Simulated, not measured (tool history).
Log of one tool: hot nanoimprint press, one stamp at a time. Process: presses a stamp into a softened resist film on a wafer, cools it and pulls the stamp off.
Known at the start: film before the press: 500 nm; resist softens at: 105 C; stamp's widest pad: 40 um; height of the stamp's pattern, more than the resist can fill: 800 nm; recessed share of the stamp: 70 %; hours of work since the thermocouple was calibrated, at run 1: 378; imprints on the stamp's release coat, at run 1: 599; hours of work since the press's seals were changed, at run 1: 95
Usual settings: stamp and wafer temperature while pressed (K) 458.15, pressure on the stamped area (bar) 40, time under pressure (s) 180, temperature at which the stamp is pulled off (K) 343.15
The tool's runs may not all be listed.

| run | hour | stamp and wafer temperature while pressed (K) | pressure on the stamped area (bar) | time under pressure (s) | temperature at which the stamp is pulled off (K) | hours of work since the thermocouple was calibrated | imprints on the stamp's release coat | hours of work since the press's seals were changed | resist left under the stamp's widest pad (Å) | greatest force while the stamp is pulled off (N) |
|---|---|---|---|---|---|---|---|---|---|---|
| 1 | 0 | 458.15 | 40 | 180 | 343.15 | 378 | 599 | 95 | 1820 | 136 |
| 2 | 27.5 | 458.15 | 40 | 205 | 343.15 | 396 | 654 | 113 | 1720 | 131 |
|  | 69.5 | stamp cleaned and given a new release coat |
| 3 | 69.5 | 458.15 | 40 | 205 | 343.15 | 419 | 0 | 136 | 1729 | 133 |
| 4 | 109.1 | 458.15 | 40 | 205 | 343.15 | 444 | 81 | 161 | 1725 | 131 |
| 5 | 134.4 | 458.15 | 40 | 205 | 349.15 | 461 | 132 | 177 | 1720 | 115 |
| 6 | 167.6 | 458.15 | 40 | 205 | 349.15 | 482 | 199 | 199 | 1725 | 120 |
| 7 | 193.6 | 458.15 | 40 | 180 | 343.15 | 499 | 252 | 215 | 1818 | 133 |
| 8 | 220.3 | 458.15 | 40 | 180 | 343.15 | 516 | 306 | 233 | 1826 | 130 |
|  | 227.7 | plate thermocouple calibrated |
| 9 | 273.8 | 458.15 | 40 | 180 | 343.15 | 30 | 408 | 265 | 1831 | 123 |
| 10 | 297 | 458.15 | 40.8 | 180 | 343.15 | 44 | 455 | 280 | 1809 | 131 |
| 11 | 350.8 | 458.15 | 40 | 180 | 343.15 | 79 | 564 | 314 | 1829 | 140 |
| 12 | 376.5 | 458.15 | 40 | 180 | 343.15 | 95 | 616 | 331 | 1833 | 129 |
| 13 | 420.8 | 458.15 | 40 | 175 | 343.15 | 124 | 706 | 359 | 1853 | 126 |
|  | 435.1 | stamp cleaned and given a new release coat |
| 14 | 472.5 | 447.15 | 40 | 180 | 343.15 | 153 | 76 | 388 | 2913 | 128 |
| 15 | 518.4 | 451.15 | 40 | 180 | 343.15 | 183 | 169 | 418 | 2479 | 130 |
| 16 | 544.6 | 458.15 | 49.7 | 180 | 332.15 | 199 | 222 | 435 | 1643 | 150 |
| 17 | 581 | 451.15 | 53.9 | 180 | 343.15 | 223 | 296 | 458 | 2149 | 129 |
| 18 | 614.9 | 458.15 | 31.6 | 180 | 343.15 | 244 | 365 | 480 | 2066 | 128 |
| 19 | 647.6 | 458.15 | 31.6 | 180 | 343.15 | 265 | 431 | 501 | 2063 | 129 |
| 20 | 671.4 | 465.15 | 38.8 | 249 | 337.15 | 281 | 479 | 516 | 1212 | 138 |
| 21 | 719.4 | 452.15 | 32.7 | 203 | 337.15 | 311 | 576 | 547 | 2493 | 143 |
| 22 | 742.4 | 452.15 | 32.7 | 203 | 337.15 | 326 | 623 | 562 | 2500 | 141 |
| 23 | 790.8 | 450.15 | 57 | 353 | 343.15 | 357 | 721 | 593 | 1695 | 130 |
|  | 800.7 | stamp cleaned and given a new release coat |
| 24 | 838.8 | 452.15 | 36.5 | 93 | 351.15 | 384 | 77 | 620 | 3088 | 109 |
| 25 | 863.7 | 462.15 | 56.6 | 110 | 336.15 | 400 | 127 | 635 | 1576 | 141 |
| 26 | 908.9 | 462.15 | 56.6 | 110 | 345.15 | 429 | 219 | 664 | 1585 | 127 |
| 27 | 943.6 | 458.15 | 40 | 141 | 343.15 | 451 | 289 | 687 | 2030 | 138 |
| 28 | 978.2 | 458.15 | 51.4 | 324 | 343.15 | 474 | 359 | 709 | 1267 | 129 |
| 29 | 1007 | 458.15 | 51.4 | 324 | 343.15 | 492 | 418 | 727 | 1271 | 130 |

Forecast each of these 5 alternatives for the next run:
| A | 1032.2 | 457.15 | 51.4 | 324 | 341.15 | 508 | 469 | 744 | ? | ? |
| B | 1032.2 | 458.15 | 25 | 324 | 342.15 | 508 | 469 | 744 | ? | ? |
| C | 1032.2 | 468.15 | 40 | 175 | 347.15 | 508 | 469 | 744 | ? | ? |
| D | 1032.2 | 450.15 | 60.2 | 168 | 343.15 | 508 | 469 | 744 | ? | ? |
| E | 1032.2 | 458.15 | 28.9 | 194 | 346.15 | 508 | 469 | 744 | ? | ? |

| run | resist left under the stamp's widest pad (Å) | greatest force while the stamp is pulled off (N) |
|---|---|---|
| A | 1329 | 141 |
| B | 1849 | 136 |
| C | 1226 | 123 |
| D | 2202 | 134 |
| E | 2101 | 121 |
Without the tool's hidden state the same runs would have given:
| run | resist left under the stamp's widest pad (Å) | greatest force while the stamp is pulled off (N) |
|---|---|---|
| A | 1315 | 139 |
| B | 1831 | 134 |
| C | 1213 | 122 |
| D | 2178 | 133 |
| E | 2079 | 119 |
